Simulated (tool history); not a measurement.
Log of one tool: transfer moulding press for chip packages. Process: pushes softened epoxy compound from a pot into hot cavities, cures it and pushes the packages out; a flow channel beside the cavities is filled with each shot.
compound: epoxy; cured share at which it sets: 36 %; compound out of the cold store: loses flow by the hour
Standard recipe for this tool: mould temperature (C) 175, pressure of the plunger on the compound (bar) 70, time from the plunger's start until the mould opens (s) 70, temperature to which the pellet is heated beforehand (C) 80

| run | day | mould temperature (C) | pressure of the plunger on the compound (bar) | time from the plunger's start until the mould opens (s) | temperature to which the pellet is heated beforehand (C) | incoming compound's hours out of the cold store | length that the compound runs in the flow channel (mm) | greatest force on the pins that push the packages out (N) |
|---|---|---|---|---|---|---|---|---|
| 1 | 0 | 175 | 70 | 70 | 80 | 37.1 | 512 | 949 |
|  | 0.667 | cavities cleaned with cleaning compound and waxed |
| 2 | 2.146 | 175 | 70 | 70 | 80 | 20.9 | 522 | 1014 |
|  | 2.567 | cavities cleaned with cleaning compound and waxed |
| 3 | 3.704 | 175 | 70 | 70 | 80 | 27.8 | 505 | 933 |
|  | 4.496 | cavities cleaned with cleaning compound and waxed |
| 4 | 4.929 | 175 | 70 | 70 | 80 | 28 | 506 | 781 |
|  | 5.754 | plunger's sealing rings changed |
|  | 6.508 | cavities cleaned with cleaning compound and waxed |
| 5 | 7.262 | 175 | 70 | 70 | 80 | 31.3 | 534 | 792 |
|  | 8.467 | cavities cleaned with cleaning compound and waxed |
| 6 | 8.908 | 175 | 78.4 | 70 | 80 | 33 | 564 | 803 |
|  | 10.321 | cavities cleaned with cleaning compound and waxed |
| 7 | 10.921 | 175 | 78.4 | 70 | 80 | 28.7 | 558 | 811 |
| 8 | 11.954 | 175 | 78.4 | 70 | 80 | 13.9 | 579 | 1013 |
|  | 12.208 | cavities cleaned with cleaning compound and waxed |
| 9 | 13.9 | 175 | 68 | 70 | 80 | 26.1 | 519 | 973 |
|  | 14.162 | cavities cleaned with cleaning compound and waxed |
| 10 | 15.754 | 175 | 68 | 70 | 80 | 38.5 | 489 | 899 |
|  | 16.112 | cavities cleaned with cleaning compound and waxed |
| 11 | 17.629 | 175 | 68 | 70 | 80 | 36 | 482 | 920 |
|  | 18.075 | cavities cleaned with cleaning compound and waxed |
|  | 19.962 | plunger's sealing rings changed |
|  | 20.025 | cavities cleaned with cleaning compound and waxed |
| 12 | 20.108 | 175 | 68 | 70 | 80 | 44.5 | 529 | 646 |
|  | 21.892 | cavities cleaned with cleaning compound and waxed |
| 13 | 22.267 | 175 | 70 | 70 | 80 | 12 | 568 | 755 |
|  | 23.733 | cavities cleaned with cleaning compound and waxed |
| 14 | 23.733 | 175 | 70 | 70 | 80 | 23.1 | 551 | 674 |
| 15 | 25.425 | 175 | 73.8 | 101 | 80 | 18.3 | 557 | 524 |
|  | 25.621 | cavities cleaned with cleaning compound and waxed |
| 16 | 27.154 | 175 | 71.1 | 70 | 86 | 18.7 | 539 | 933 |
|  | 27.604 | cavities cleaned with cleaning compound and waxed |
| 17 | 28.612 | 175 | 71.1 | 70 | 86 | 19.1 | 540 | 884 |
|  | 29.446 | cavities cleaned with cleaning compound and waxed |
| 18 | 30.85 | 181 | 71.1 | 93 | 86 | 14.7 | 523 | 495 |
|  | 31.425 | cavities cleaned with cleaning compound and waxed |
| 19 | 32.733 | 175 | 83.7 | 70 | 83 | 44.6 | 514 | 845 |
|  | 33.375 | cavities cleaned with cleaning compound and waxed |
| 20 | 34.021 | 175 | 70 | 108 | 80 | 20.7 | 502 | 409 |
|  | 34.267 | plunger's sealing rings changed |
|  | 35.425 | cavities cleaned with cleaning compound and waxed |
| 21 | 35.812 | 170 | 84.8 | 108 | 72 | 10 | 639 | 441 |

What will run 22 give?
|  | 37.371 | cavities cleaned with cleaning compound and waxed |
| 22 | 37.738 | 182 | 84.8 | 54 | 82 | 10.5 | ? | ? |

{"run 22": {"length that the compound runs in the flow channel (mm)": 612, "greatest force on the pins that push the packages out (N)": 987}}
On a tool with no hidden condition, and with the same random variation, this run would have come out at length that the compound runs in the flow channel (mm) 633, greatest force on the pins that push the packages out (N) 941.

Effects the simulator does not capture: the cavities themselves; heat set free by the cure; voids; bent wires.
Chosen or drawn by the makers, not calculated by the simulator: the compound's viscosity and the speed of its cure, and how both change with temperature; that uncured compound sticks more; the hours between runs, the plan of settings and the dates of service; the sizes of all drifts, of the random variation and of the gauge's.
